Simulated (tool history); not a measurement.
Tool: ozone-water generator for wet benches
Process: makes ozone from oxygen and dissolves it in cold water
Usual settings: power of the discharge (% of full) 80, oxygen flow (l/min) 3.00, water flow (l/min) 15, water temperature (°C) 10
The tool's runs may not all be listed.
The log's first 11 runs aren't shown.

run	hour	power of the discharge (% of full)	oxygen flow (l/min)	water flow (l/min)	water temperature (°C)	dissolved ozone (ppm)	ozone in the gas ahead of the water (g/m3)
12	839.7	80	1.92	15	10	25.5	328.2
13	901.6	80	3.00	15	16	24.7	246.0
14	945.1	80	3.00	15	16	24.8	243.6
15	1004.7	80	3.00	15	10	26.7	246.2
# hour 1010.4: water thermometer calibrated
# hour 1036.6: gauge calibrated
16	1099.4	80	3.00	15	10	26.3	239.1
17	1156.1	80	3.00	15	10	26.2	236.5
18	1238.4	80	3.00	15	10	26.6	237.7
19	1308.7	80	3.00	12	15	29.9	241.1
20	1394.7	42	3.00	10	10	23.2	151.3
21	1460.6	99	1.61	22	7	19.8	421.5
22	1555.8	80	3.00	15	9	26.8	241.1
23	1610.3	80	3.00	15	9	27.0	242.2
24	1652.2	76	4.28	14	11	26.4	184.5
25	1729.2	80	3.67	11	10	34.0	210.4
26	1814.1	42	3.00	12	9	20.4	153.3
27	1880.3	42	3.00	12	9	20.6	153.9
28	1975.7	57	3.00	12	15	23.7	191.3
29	2047.0	84	3.00	16	14	24.8	256.2
30	2109.6	84	3.00	16	14	25.0	252.8
31	2180.0	84	3.00	16	14	24.8	253.4
32	2248.7	65	3.00	14	8	24.6	214.1
33	2336.4	65	3.00	14	8	24.7	211.9

Forecast each of these 3 alternatives for the next run:
A	2384.1	66	1.69	15	10	?	?
B	2384.1	68	3.15	13	10	?	?
C	2384.1	80	3.00	11	14	?	?

run	dissolved ozone (ppm)	ozone in the gas ahead of the water (g/m3)
A	22.5	314.5
B	26.7	213.6
C	32.4	243.3
Without the tool's hidden state the same runs would have given:
run	dissolved ozone (ppm)	ozone in the gas ahead of the water (g/m3)
A	22.5	303.4
B	26.8	206.1
C	32.5	234.7

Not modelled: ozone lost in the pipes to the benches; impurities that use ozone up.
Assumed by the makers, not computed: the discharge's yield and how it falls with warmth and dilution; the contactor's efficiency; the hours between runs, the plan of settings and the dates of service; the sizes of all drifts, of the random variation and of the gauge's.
